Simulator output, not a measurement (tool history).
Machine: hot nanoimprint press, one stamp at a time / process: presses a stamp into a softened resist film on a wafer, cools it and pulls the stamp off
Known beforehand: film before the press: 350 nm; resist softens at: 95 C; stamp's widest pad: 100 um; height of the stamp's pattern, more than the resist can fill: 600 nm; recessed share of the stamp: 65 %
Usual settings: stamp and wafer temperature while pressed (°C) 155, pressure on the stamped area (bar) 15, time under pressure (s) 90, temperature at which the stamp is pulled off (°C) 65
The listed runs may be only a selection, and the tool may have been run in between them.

run	hour	stamp and wafer temperature while pressed (°C)	pressure on the stamped area (bar)	time under pressure (s)	temperature at which the stamp is pulled off (°C)	resist left under the stamp's widest pad (Å)	greatest force while the stamp is pulled off (N)
1	0	155	15	90	65	1866	119
2	48.2	155	14.1	90	65	1896	126
3	91.9	155	15	90	58	1911	162
4	120.6	155	15	90	58	1913	169
5	175.4	155	15	90	58	1897	177
# hour 195.5: stamp cleaned and given a new release coat
6	222.4	155	15	90	60	1919	119
7	266	155	15	90	62	1906	115
8	302.2	155	14.1	90	65	1989	118
9	350	155	14.1	90	65	1995	129
10	398.8	155	15	90	65	1930	131
# hour 404.7: plate thermocouple calibrated
11	427.1	155	15	90	65	2089	145
12	464.4	155	15	90	65	2095	153
13	490.6	155	15	90	65	2090	153
# hour 535.9: stamp cleaned and given a new release coat
14	544.2	155	15	90	65	2110	108
15	589.4	155	15	90	65	2122	117
# hour 602.4: plate thermocouple calibrated, once more
16	632.2	155	15	80	71	1857	93
17	676	155	13.7	74	67	1990	107
18	717	155	13.7	74	67	1996	111
19	746.1	155	13.7	74	67	2012	122
20	796.9	165	13.7	80	67	1231	127
21	851.3	165	13.7	80	67	1240	142
# hour 878.8: stamp cleaned and given a new release coat
22	911.3	155	15	92	62	1853	113
23	944.9	155	12.2	92	62	1981	114
# hour 962.6: press's hydraulic seals changed and the load cell set to zero
24	1002	165	15	90	65	1110	115
25	1032.9	165	15	90	65	1113	122
26	1060.6	165	15	90	65	1110	126
27	1097.7	163	15	130	69	1062	118
28	1142.8	163	15	130	69	1064	125
29	1168.9	151	12.1	130	69	2146	128

Alternative continuations, all from the tool just after run 29; predict every row:
A	1210.3	162	12.1	130	69	?	?
B	1210.3	151	12.1	130	60	?	?
C	1210.3	155	15.3	130	69	?	?

run	resist left under the stamp's widest pad (Å)	greatest force while the stamp is pulled off (N)
A	1246	135
B	2131	171
C	1630	132
What these runs would have given with no unlogged condition in the tool:
run	resist left under the stamp's widest pad (Å)	greatest force while the stamp is pulled off (N)
A	1157	87
B	1998	111
C	1511	84
